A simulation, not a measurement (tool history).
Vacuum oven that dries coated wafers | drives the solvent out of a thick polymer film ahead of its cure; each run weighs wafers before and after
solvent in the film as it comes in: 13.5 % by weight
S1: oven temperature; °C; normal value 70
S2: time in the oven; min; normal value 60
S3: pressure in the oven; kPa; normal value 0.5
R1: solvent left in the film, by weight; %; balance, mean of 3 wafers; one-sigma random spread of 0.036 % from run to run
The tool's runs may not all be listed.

{"run": 1, "hour": 0.0, "S1": 70, "S2": 60, "S3": 0.5, "R1": 0.93}
{"run": 2, "hour": 16.0, "S1": 70, "S2": 60, "S3": 0.5, "R1": 0.9}
{"run": 3, "hour": 44.0, "S1": 70, "S2": 60, "S3": 0.5, "R1": 0.95}
{"run": 4, "hour": 67.1, "S1": 70, "S2": 60, "S3": 0.5, "R1": 0.9}
{"run": 5, "hour": 93.8, "S1": 70, "S2": 60, "S3": 0.5, "R1": 0.94}
{"run": 6, "hour": 117.6, "S1": 64, "S2": 60, "S3": 0.5, "R1": 1.54}
{"run": 7, "hour": 131.7, "S1": 64, "S2": 60, "S3": 0.366, "R1": 1.39}
{"run": 8, "hour": 149.1, "S1": 64, "S2": 60, "S3": 0.366, "R1": 1.4}
{"run": 9, "hour": 170.0, "S1": 70, "S2": 60, "S3": 0.5, "R1": 0.96}
{"run": 10, "hour": 187.1, "S1": 70, "S2": 60, "S3": 0.5, "R1": 0.93}
{"run": 11, "hour": 210.7, "S1": 70, "S2": 60, "S3": 0.5, "R1": 0.95}
{"run": 12, "hour": 226.1, "S1": 70, "S2": 60, "S3": 0.5, "R1": 0.96}
{"run": 13, "hour": 246.4, "S1": 70, "S2": 60, "S3": 0.5, "R1": 1.03}
{"run": 14, "hour": 269.5, "S1": 70, "S2": 60, "S3": 0.5, "R1": 0.94}
{"run": 15, "hour": 296.8, "S1": 70, "S2": 60, "S3": 0.5, "R1": 0.9}
{"run": 16, "hour": 312.9, "S1": 70, "S2": 60, "S3": 0.5, "R1": 0.88}
{"run": 17, "hour": 337.2, "S1": 70, "S2": 60, "S3": 0.5, "R1": 0.93}
{"run": 18, "hour": 352.0, "S1": 70, "S2": 60, "S3": 0.5, "R1": 0.93}
{"run": 19, "hour": 378.4, "S1": 70, "S2": 60, "S3": 0.5, "R1": 0.88}
{"run": 20, "hour": 394.5, "S1": 70, "S2": 98, "S3": 0.5, "R1": 0.65}
{"run": 21, "hour": 409.5, "S1": 70, "S2": 98, "S3": 0.5, "R1": 0.64}
{"run": 22, "hour": 433.4, "S1": 70, "S2": 98, "S3": 0.5, "R1": 0.59}
{"run": 23, "hour": 450.2, "S1": 67, "S2": 60, "S3": 0.5, "R1": 1.27}
{"run": 24, "hour": 466.7, "S1": 70, "S2": 74, "S3": 1.078, "R1": 1.32}
{"run": 25, "hour": 487.6, "S1": 70, "S2": 74, "S3": 1.078, "R1": 1.36}
{"run": 26, "hour": 504.2, "S1": 59, "S2": 35, "S3": 1.078, "R1": 5.07}
{"run": 27, "hour": 516.2, "S1": 70, "S2": 64, "S3": 0.5, "R1": 0.8}
{"run": 28, "hour": 532.5, "S1": 70, "S2": 64, "S3": 0.5, "R1": 0.79}
{"run": 29, "hour": 548.9, "S1": 56, "S2": 55, "S3": 0.518, "R1": 3.25}
{"run": 30, "hour": 571.6, "S1": 60, "S2": 60, "S3": 0.797, "R1": 2.68}
{"run": 31, "hour": 587.9, "S1": 60, "S2": 60, "S3": 0.797, "R1": 2.69}
{"run": 32, "hour": 609.1, "S1": 60, "S2": 106, "S3": 0.797, "R1": 1.64}
{"run": 33, "hour": 632.7, "S1": 71, "S2": 106, "S3": 1.243, "R1": 1.32}
{"run": 34, "hour": 656.6, "S1": 82, "S2": 103, "S3": 0.5, "R1": 0.35}
{"run": 35, "hour": 672.1, "S1": 77, "S2": 51, "S3": 0.5, "R1": 0.59}
{"run": 36, "hour": 685.6, "S1": 56, "S2": 96, "S3": 0.483, "R1": 1.68}
{"run": 37, "hour": 700.0, "S1": 73, "S2": 71, "S3": 0.5, "R1": 0.58}
{"run": 38, "hour": 725.9, "S1": 84, "S2": 70, "S3": 0.5, "R1": 0.3}
{"run": 39, "hour": 743.2, "S1": 65, "S2": 66, "S3": 0.5, "R1": 1.28}
{"run": 40, "hour": 760.6, "S1": 67, "S2": 41, "S3": 1.339, "R1": 3.05}
{"run": 41, "hour": 784.4, "S1": 83, "S2": 58, "S3": 0.5, "R1": 0.35}
{"run": 42, "hour": 809.1, "S1": 83, "S2": 55, "S3": 0.5, "R1": 0.4}
{"run": 43, "hour": 831.5, "S1": 83, "S2": 55, "S3": 0.905, "R1": 0.61}
{"run": 44, "hour": 851.2, "S1": 58, "S2": 89, "S3": 0.5, "R1": 1.6}
{"run": 45, "hour": 869.5, "S1": 58, "S2": 108, "S3": 0.5, "R1": 1.32}
{"run": 46, "hour": 885.1, "S1": 58, "S2": 108, "S3": 0.5, "R1": 1.37}

Not shown here: 1 entry made in the log between runs. Locate each between two listed runs and compare the hidden state at the listed run before it with the hidden state at the listed run after it:
From run 18 to run 19: oven's thermocouples calibrated (hour 369.3)
  true wafer temperature over the reading, C: -0.04 -> 0
